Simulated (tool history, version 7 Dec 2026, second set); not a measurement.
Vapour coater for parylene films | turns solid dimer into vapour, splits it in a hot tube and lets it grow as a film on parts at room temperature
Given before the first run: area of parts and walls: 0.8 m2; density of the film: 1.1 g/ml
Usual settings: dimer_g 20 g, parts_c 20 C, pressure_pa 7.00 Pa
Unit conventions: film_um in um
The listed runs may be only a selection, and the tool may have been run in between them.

Run 1, hour 0.0: usual settings. Result: film_um 11.74 um.
Run 2, hour 11.2: usual settings. Result: film_um 11.68 um.
Run 3, hour 24.8: usual settings but pressure_pa 4.79 Pa. Result: film_um 12.51 um.
Run 4, hour 40.5: usual settings but parts_c 31 C, pressure_pa 4.79 Pa. Result: film_um 10.17 um.
Run 5, hour 59.0: usual settings but parts_c 31 C, pressure_pa 4.79 Pa. Result: film_um 10.24 um.
Run 6, hour 72.8: usual settings but parts_c 31 C, pressure_pa 4.79 Pa. Result: film_um 10.11 um.
Run 7, hour 81.4: usual settings but pressure_pa 3.44 Pa. Result: film_um 13.43 um.
Run 8, hour 95.9: usual settings but pressure_pa 3.44 Pa. Result: film_um 13.44 um.
Run 9, hour 109.2: usual settings. Result: film_um 11.52 um.
Run 10, hour 118.4: usual settings but pressure_pa 4.87 Pa. Result: film_um 12.24 um.
Run 11, hour 137.9: usual settings but pressure_pa 4.87 Pa. Result: film_um 12.26 um.
Run 12, hour 157.0: usual settings but pressure_pa 4.87 Pa. Result: film_um 12.22 um.
Run 13, hour 165.3: usual settings but pressure_pa 4.87 Pa. Result: film_um 12.15 um.
Run 14, hour 177.3: usual settings. Result: film_um 11.17 um.
Run 15, hour 190.2: usual settings. Result: film_um 11.09 um.
Run 16, hour 199.2: usual settings. Result: film_um 11.13 um.
Run 17, hour 214.7: usual settings. Result: film_um 11.04 um.
Run 18, hour 234.1: usual settings. Result: film_um 11.08 um.
Run 19, hour 243.3: usual settings. Result: film_um 10.91 um.
Run 20, hour 255.7: usual settings. Result: film_um 12.92 um.
Run 21, hour 270.5: usual settings. Result: film_um 12.90 um.
Run 22, hour 286.8: usual settings but dimer_g 24 g, parts_c 16 C, pressure_pa 5.54 Pa. Result: film_um 17.64 um.
Run 23, hour 305.6: usual settings but dimer_g 24 g, parts_c 24 C, pressure_pa 3.45 Pa. Result: film_um 17.01 um.
Run 24, hour 318.9: usual settings but dimer_g 30 g, pressure_pa 5.83 Pa. Result: film_um 20.03 um.
Run 25, hour 328.5: usual settings but parts_c 24 C. Result: film_um 11.81 um.
Run 26, hour 339.7: usual settings but parts_c 23 C, pressure_pa 2.47 Pa. Result: film_um 15.51 um.
Run 27, hour 352.9: usual settings but parts_c 23 C, pressure_pa 2.47 Pa. Result: film_um 15.07 um.
Run 28, hour 372.7: usual settings but parts_c 27 C, pressure_pa 2.28 Pa. Result: film_um 14.35 um.
Run 29, hour 388.6: usual settings but parts_c 12 C, pressure_pa 2.93 Pa. Result: film_um 18.08 um.
Run 30, hour 402.8: usual settings but dimer_g 8 g, parts_c 16 C, pressure_pa 5.76 Pa. Result: film_um 5.72 um.
Run 31, hour 414.3: usual settings but dimer_g 8 g, parts_c 16 C, pressure_pa 5.76 Pa. Result: film_um 5.71 um.
Run 32, hour 432.6: usual settings but dimer_g 8 g, parts_c 16 C, pressure_pa 5.76 Pa. Result: film_um 5.70 um.
Run 33, hour 442.2: usual settings but dimer_g 8 g, parts_c 16 C, pressure_pa 5.76 Pa. Result: film_um 5.62 um.
Run 34, hour 451.5: usual settings but dimer_g 23 g. Result: film_um 14.27 um.
Run 35, hour 468.5: usual settings but dimer_g 23 g. Result: film_um 14.40 um.
Run 36, hour 476.9: usual settings but dimer_g 23 g. Result: film_um 14.31 um.
Run 37, hour 487.1: usual settings but dimer_g 23 g, parts_c 19 C. Result: film_um 14.48 um.
Run 38, hour 499.1: usual settings but dimer_g 18 g, parts_c 19 C, pressure_pa 8.43 Pa. Result: film_um 10.98 um.
Run 39, hour 510.1: usual settings but dimer_g 16 g, parts_c 19 C, pressure_pa 11.54 Pa. Result: film_um 8.83 um.
Run 40, hour 527.1: usual settings but dimer_g 16 g, parts_c 19 C, pressure_pa 11.54 Pa. Result: film_um 8.96 um.
Run 41, hour 545.3: usual settings but dimer_g 9 g. Result: film_um 5.40 um.
Run 42, hour 556.4: usual settings but pressure_pa 2.62 Pa. Result: film_um 15.51 um.

Withheld: 1 entry from between the runs. Position of each, and hidden state at the listed run before versus the listed run after:
In the gap between runs 19 and 20: trap's valve overhauled (hour 251.7)
  vapour lost through the trap's worn valve, %: 15.5 -> 0.7; true temperature of the parts over the reading, C: -0.36 -> -0.37
  measured less the result without the state, film_um: -1.91 -> +0.00 um
